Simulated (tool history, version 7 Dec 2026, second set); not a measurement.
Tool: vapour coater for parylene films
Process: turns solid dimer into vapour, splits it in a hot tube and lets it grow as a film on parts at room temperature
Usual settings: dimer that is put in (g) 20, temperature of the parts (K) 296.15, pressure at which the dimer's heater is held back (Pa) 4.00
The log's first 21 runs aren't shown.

run	hour	dimer that is put in (g)	temperature of the parts (K)	pressure at which the dimer's heater is held back (Pa)	hours of work since the trap's valve was overhauled	hours of work since the table's thermometer was calibrated	thickness of the film (um)
22	1303.1	8	292.15	4.76	206	1208	5.15
23	1354.2	8	306.15	10.41	248	1250	2.69
24	1427.6	20	294.15	6.92	309	1310	10.85
25	1473.8	20	296.15	4.44	347	1348	10.77
# hour 1501.5: trap's valve overhauled
26	1515.9	23	291.15	4.00	12	1379	16.00
27	1578.0	23	304.15	8.20	63	1430	8.84
28	1625.6	23	304.15	8.20	102	1469	8.61
29	1699.9	29	293.15	11.48	163	1530	15.27
30	1776.4	29	293.15	11.48	225	1593	15.25
31	1829.3	29	293.15	11.48	269	1636	14.88

5 ways to go on from here, each from the tool as it stands after run 31. What would each give?
# hour 1862.6: table's thermometer calibrated
A	1870.5	29	292.15	11.48	302	6	?
# hour 1862.6: table's thermometer calibrated
B	1870.5	20	293.15	4.16	302	6	?
# hour 1862.6: table's thermometer calibrated
C	1870.5	11	289.15	2.04	302	6	?
# hour 1862.6: table's thermometer calibrated
D	1870.5	29	293.15	3.21	302	6	?
# hour 1862.6: table's thermometer calibrated
E	1870.5	29	307.15	3.65	302	6	?

run	thickness of the film (um)
A	15.99
B	12.31
C	7.53
D	18.62
E	11.03
Without the tool's hidden state the same runs would have given:
run	thickness of the film (um)
A	17.10
B	13.16
C	8.05
D	19.91
E	11.79
